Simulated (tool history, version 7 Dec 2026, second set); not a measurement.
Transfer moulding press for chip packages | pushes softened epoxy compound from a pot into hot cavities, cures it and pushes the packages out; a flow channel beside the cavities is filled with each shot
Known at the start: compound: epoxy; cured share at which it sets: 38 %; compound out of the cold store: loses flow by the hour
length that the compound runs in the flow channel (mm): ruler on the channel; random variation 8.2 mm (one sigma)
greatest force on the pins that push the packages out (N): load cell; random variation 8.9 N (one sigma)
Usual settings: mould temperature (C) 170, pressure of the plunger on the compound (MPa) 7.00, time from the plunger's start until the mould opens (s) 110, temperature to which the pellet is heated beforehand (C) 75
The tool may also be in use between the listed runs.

run,hour,mould temperature (C),pressure of the plunger on the compound (MPa),time from the plunger's start until the mould opens (s),temperature to which the pellet is heated beforehand (C),incoming compound's hours out of the cold store,length that the compound runs in the flow channel (mm),greatest force on the pins that push the packages out (N)
1,0.0,170,7.00,110,75,46.7,901,378
2,19.1,170,7.00,110,75,27.7,959,405
3,33.9,170,7.00,110,75,28.6,956,403
4,55.3,170,7.00,110,75,18.3,990,404
# hour 64.5: cavities cleaned with cleaning compound and waxed
5,80.2,170,7.00,110,75,12.7,994,393
6,97.3,170,7.00,110,75,25.8,953,411
7,113.4,170,7.00,145,75,42.3,904,336
8,136.0,170,7.00,145,75,31.7,945,342
9,160.6,170,7.00,145,75,27.2,946,344
# hour 170.5: cavities cleaned with cleaning compound and waxed
10,191.0,170,7.00,145,75,9.9,1014,344
11,211.8,170,7.00,145,75,11.4,988,342
12,238.3,170,7.00,145,75,40.0,895,345
13,257.5,170,7.00,145,75,37.0,939,333
# hour 276.2: cavities cleaned with cleaning compound and waxed
14,280.9,170,7.00,140,75,21.9,973,341
15,296.6,170,7.00,140,75,36.0,926,361
16,318.6,163,6.89,130,84,38.5,944,426
# hour 331.9: plunger's sealing rings changed
17,334.5,171,6.89,130,84,15.7,973,356
18,360.6,167,7.21,109,77,9.0,1038,456
19,379.3,167,7.21,109,77,32.4,964,454
# hour 385.0: cavities cleaned with cleaning compound and waxed
20,402.4,167,8.78,118,71,45.6,1013,409
21,417.9,170,8.58,110,75,25.7,1033,390
22,430.4,170,7.00,124,75,26.2,969,366
23,443.9,170,8.67,110,75,43.6,992,397
24,463.6,172,6.65,106,75,35.9,899,393
25,477.2,172,6.65,90,77,28.0,921,507
# hour 490.5: cavities cleaned with cleaning compound and waxed
26,503.6,172,6.65,140,77,11.0,977,330
27,515.9,169,8.24,149,82,12.3,1077,339
28,528.4,169,8.24,149,82,21.6,1059,343
29,555.8,174,7.95,100,79,15.4,1040,378

Forecast each of these 3 alternatives for the next run:
A,579.9,174,7.95,100,79,11.3,?,?
B,579.9,172,8.61,110,79,41.4,?,?
C,579.9,174,7.95,100,85,27.0,?,?

run,length that the compound runs in the flow channel (mm),greatest force on the pins that push the packages out (N)
A,1040,389
B,1007,385
C,998,388
Without the tool's hidden state the same runs would have given:
run,length that the compound runs in the flow channel (mm),greatest force on the pins that push the packages out (N)
A,1040,384
B,1007,380
C,998,383

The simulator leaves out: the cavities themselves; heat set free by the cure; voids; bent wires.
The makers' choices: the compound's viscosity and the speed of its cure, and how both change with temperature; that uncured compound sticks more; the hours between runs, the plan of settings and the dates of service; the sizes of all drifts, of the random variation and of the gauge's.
